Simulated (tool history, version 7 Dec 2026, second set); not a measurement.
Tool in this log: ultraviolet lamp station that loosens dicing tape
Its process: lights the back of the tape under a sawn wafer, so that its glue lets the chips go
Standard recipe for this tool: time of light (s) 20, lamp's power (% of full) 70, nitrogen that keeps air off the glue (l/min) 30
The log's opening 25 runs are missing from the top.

run,hour,time of light (s),lamp's power (% of full),nitrogen that keeps air off the glue (l/min),force that peels the tape off (N),light that reached the tape (mJ/cm2)
26,528.3,18,72,11,3.538,156
27,548.6,18,72,11,3.531,156
28,573.5,17,70,37,2.429,144
29,590.6,12,70,37,3.629,100
30,616.9,12,70,37,3.546,99
31,643.5,12,70,37,3.64,98
32,667.3,36,66,23,0.97,285
33,682,36,66,23,1.018,279
34,709.5,20,72,30,2.034,172
35,739.4,21,70,22,2.393,173
36,753.4,20,70,34,2.018,158
37,767.5,24,62,34,1.899,169
38,780.4,26,89,10,1.943,268
39,798.4,20,76,30,1.898,171
40,827.9,20,76,30,1.966,174
41,850.5,20,60,30,2.787,136
42,871,20,60,30,2.704,130
43,899.5,11,70,30,4.525,82
# hour 904.6: window cleaned of glue's vapour
44,912.1,11,70,30,4.248,88

3 options for the next run, each taken on its own from the tool as it stands now. Forecast them:
A,925.5,20,87,11,?,?
B,925.5,11,95,24,?,?
C,925.5,17,82,18,?,?

run,force that peels the tape off (N),light that reached the tape (mJ/cm2)
A,2.658,206
B,3.401,122
C,2.762,160
Without the tool's hidden state the same runs would have given:
run,force that peels the tape off (N),light that reached the tape (mJ/cm2)
A,1.867,263
B,2.532,157
C,1.957,206
